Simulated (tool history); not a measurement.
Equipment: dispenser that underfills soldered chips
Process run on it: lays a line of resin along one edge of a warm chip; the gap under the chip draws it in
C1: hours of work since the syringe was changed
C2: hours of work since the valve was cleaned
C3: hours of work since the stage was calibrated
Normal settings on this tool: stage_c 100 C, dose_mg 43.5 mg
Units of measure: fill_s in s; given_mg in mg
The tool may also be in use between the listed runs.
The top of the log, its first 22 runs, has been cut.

{"hour": 161.1, "done": "new syringe of resin"}
{"run": 23, "hour": 163.5, "stage_c": 109, "dose_mg": 38.2, "C1": 2, "C2": 103, "C3": 229, "fill_s": 50.2, "given_mg": 36.11}
{"run": 24, "hour": 171.6, "stage_c": 103, "dose_mg": 55.3, "C1": 8, "C2": 109, "C3": 235, "fill_s": 77.3, "given_mg": 52}
{"run": 25, "hour": 175.8, "stage_c": 103, "dose_mg": 55.3, "C1": 11, "C2": 112, "C3": 238, "fill_s": 87.4, "given_mg": 52.31}
{"hour": 176.9, "done": "new syringe of resin"}
{"run": 26, "hour": 184.4, "stage_c": 103, "dose_mg": 55.3, "C1": 6, "C2": 119, "C3": 245, "fill_s": 74.1, "given_mg": 51.79}
{"run": 27, "hour": 188.7, "stage_c": 90, "dose_mg": 37.7, "C1": 9, "C2": 122, "C3": 248, "fill_s": 151.7, "given_mg": 35.27}
{"hour": 192.7, "done": "new syringe of resin"}
{"run": 28, "hour": 193.4, "stage_c": 90, "dose_mg": 37.7, "C1": 1, "C2": 126, "C3": 252, "fill_s": 104.1, "given_mg": 35.14}
{"run": 29, "hour": 202.3, "stage_c": 114, "dose_mg": 38.6, "C1": 7, "C2": 133, "C3": 259, "fill_s": 51.3, "given_mg": 35.88}
{"hour": 208.6, "done": "new syringe of resin"}
{"run": 30, "hour": 211.3, "stage_c": 114, "dose_mg": 38.6, "C1": 2, "C2": 139, "C3": 265, "fill_s": 42.1, "given_mg": 35.91}

Expected results for the next run?
{"hour": 213.2, "done": "dispensing valve cleaned and set on the balance"}
{"run": 31, "hour": 219.3, "stage_c": 98, "dose_mg": 43.5, "C1": 8, "C2": 5, "C3": 271, "fill_s": "?", "given_mg": "?"}

Logged for run 31: fill_s 95.1 s, given_mg 43.42 mg.
The same run, on a tool lacking any hidden state, would have yielded fill_s 73.8 s, given_mg 43.5 mg.

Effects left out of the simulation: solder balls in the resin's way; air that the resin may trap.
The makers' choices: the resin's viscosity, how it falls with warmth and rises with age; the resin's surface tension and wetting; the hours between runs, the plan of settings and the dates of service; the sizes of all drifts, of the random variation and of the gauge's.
